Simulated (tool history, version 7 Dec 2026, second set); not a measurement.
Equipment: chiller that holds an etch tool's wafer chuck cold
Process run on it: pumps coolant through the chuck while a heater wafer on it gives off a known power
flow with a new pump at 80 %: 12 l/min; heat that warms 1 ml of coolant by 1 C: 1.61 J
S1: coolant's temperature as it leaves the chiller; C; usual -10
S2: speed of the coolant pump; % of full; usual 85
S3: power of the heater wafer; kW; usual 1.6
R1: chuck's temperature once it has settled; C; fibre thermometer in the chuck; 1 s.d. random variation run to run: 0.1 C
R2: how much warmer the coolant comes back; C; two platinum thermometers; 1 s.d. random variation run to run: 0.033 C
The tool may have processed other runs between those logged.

run 1 hour=0 | S1=-10 S2=85 S3=1.6 | R1=11.4 R2=4.61
run 2 hour=15.3 | S1=-10 S2=85 S3=1.6 | R1=11.3 R2=4.67
run 3 hour=43.5 | S1=-10 S2=85 S3=1.6 | R1=11.5 R2=4.71
run 4 hour=73.3 | S1=-10 S2=85 S3=1.6 | R1=11.4 R2=4.67
run 5 hour=102.9 | S1=-10 S2=82 S3=1.6 | R1=12.1 R2=4.86
run 6 hour=117 | S1=-10 S2=82 S3=1.6 | R1=12.1 R2=4.89
run 7 hour=138.4 | S1=-10 S2=82 S3=1.6 | R1=12.3 R2=4.86
run 8 hour=159.4 | S1=-10 S2=82 S3=1.6 | R1=12.4 R2=4.88
run 9 hour=189.3 | S1=-10 S2=82 S3=1.564 | R1=11.9 R2=4.76
run 10 hour=205.9 | S1=-10 S2=85 S3=0.924 | R1=2.5 R2=2.68
run 11 hour=228.9 | S1=-10 S2=85 S3=0.924 | R1=2.6 R2=2.73
run 12 hour=246.9 | S1=-10 S2=85 S3=1.6 | R1=11.8 R2=4.66
run 13 hour=277 | S1=-10 S2=85 S3=1.6 | R1=11.8 R2=4.65
run 14 hour=311.1 | S1=-10 S2=85 S3=1.6 | R1=12 R2=4.68
run 15 hour=327.4 | S1=-10 S2=85 S3=1.6 | R1=12 R2=4.7
run 16 hour=351 | S1=-10 S2=85 S3=1.6 | R1=12.1 R2=4.68
run 17 hour=382.4 | S1=-3 S2=70 S3=1.545 | R1=22 R2=5.62
-- hour=385.4 chiller's thermometer calibrated
run 18 hour=409.2 | S1=-5 S2=70 S3=1.545 | R1=20 R2=5.55
run 19 hour=429.6 | S1=-10 S2=88 S3=0.843 | R1=1.5 R2=2.36
-- hour=452.4 chiller's thermometer calibrated, once more
run 20 hour=460.8 | S1=-10 S2=88 S3=0.843 | R1=1.4 R2=2.35
run 21 hour=491 | S1=-20 S2=74 S3=1.6 | R1=4.8 R2=5.45
run 22 hour=522.7 | S1=-20 S2=74 S3=1.6 | R1=4.7 R2=5.5
run 23 hour=554.1 | S1=-10 S2=61 S3=1.6 | R1=19.2 R2=6.73
run 24 hour=581.2 | S1=-10 S2=61 S3=1.6 | R1=19.4 R2=6.71
run 25 hour=606.5 | S1=-13 S2=85 S3=1.244 | R1=4.3 R2=3.65
run 26 hour=622 | S1=-7 S2=72 S3=1.6 | R1=18.6 R2=5.61
run 27 hour=650.7 | S1=-7 S2=72 S3=1.6 | R1=18.6 R2=5.65
run 28 hour=674.1 | S1=-14 S2=85 S3=1.965 | R1=13.6 R2=5.8
run 29 hour=688.2 | S1=-14 S2=85 S3=1.965 | R1=13.5 R2=5.86
run 30 hour=711 | S1=-10 S2=70 S3=0.985 | R1=6.3 R2=3.5
run 31 hour=736.7 | S1=-10 S2=70 S3=0.985 | R1=6.4 R2=3.55

Some steps in R1, run to run, broken into two amounts with sign: the step expected even without the hidden condition (settings, incoming material, random variation), and the rest, left for the hidden condition together with whatever gauge scatter is not in both the measured and the hidden-condition-free result:
The hidden state here: heat passed by the chuck's channels, % of clean ones'; flow at a given pump speed, % of a new pump's; coolant's true temperature over the reading, C; drift of the gauge itself on chuck_c, C; drift of the gauge itself on warmer_back_c, C.
Run 18 -> 19: S1 -5 -> -10, S2 70 -> 88, S3 1.545 -> 0.843. R1 -18.5 C: hidden state -1.9, all else -16.6.
Run 20 -> 21: S1 -10 -> -20, S2 88 -> 74, S3 0.843 -> 1.6. R1 +3.4 C: hidden state +2, all else +1.4.
Run 22 -> 23: S1 -20 -> -10, S2 74 -> 61. R1 +14.5 C: hidden state +0.7, all else +13.8.
Run 24 -> 25: S1 -10 -> -13, S2 61 -> 85, S3 1.6 -> 1.244. R1 -15.1 C: hidden state -1.8, all else -13.3.
